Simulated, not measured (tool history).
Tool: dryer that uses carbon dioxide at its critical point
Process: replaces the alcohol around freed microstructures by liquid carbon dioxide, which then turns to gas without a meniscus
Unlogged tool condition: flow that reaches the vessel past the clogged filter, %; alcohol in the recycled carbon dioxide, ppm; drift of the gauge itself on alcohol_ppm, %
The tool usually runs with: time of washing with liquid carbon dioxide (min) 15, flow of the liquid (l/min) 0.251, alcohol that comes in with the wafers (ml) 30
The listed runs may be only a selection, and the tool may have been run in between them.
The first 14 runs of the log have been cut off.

run	hour	time of washing with liquid carbon dioxide (min)	flow of the liquid (l/min)	alcohol that comes in with the wafers (ml)	hours of work since the filter was changed	hours of work since the purifier's bed was changed	alcohol left in the vessel before it's heated (ppm by volume)
15	125.3	15	0.296	30	403	117	50
16	137.7	15	0.296	30	410	124	51
17	149.1	10	0.251	30	416	130	839
18	157.9	10	0.251	30	421	135	863
19	167.8	10	0.251	30	427	141	877
20	176.3	10	0.251	30	431	145	866
21	182.8	11	0.153	62	435	149	7904
22	192.2	12	0.251	43	440	154	560
23	199.5	11	0.251	32	444	158	627
24	210.9	11	0.251	32	450	165	622
25	220.1	22	0.251	34	456	170	31
26	233.4	22	0.251	34	463	177	45
27	246	22	0.251	34	470	184	29
28	258.7	15	0.367	71	477	191	41
29	271.2	15	0.367	71	484	198	39
30	281.3	12	0.278	38	489	203	322

Run 31 has not been measured yet. What should we expect?
31	289.4	12	0.273	24	494	208	?

alcohol left in the vessel before it's heated (ppm by volume): 227
With the hidden condition absent and the run-to-run variation left alone, this run would have shown alcohol left in the vessel before it's heated (ppm by volume) 78.
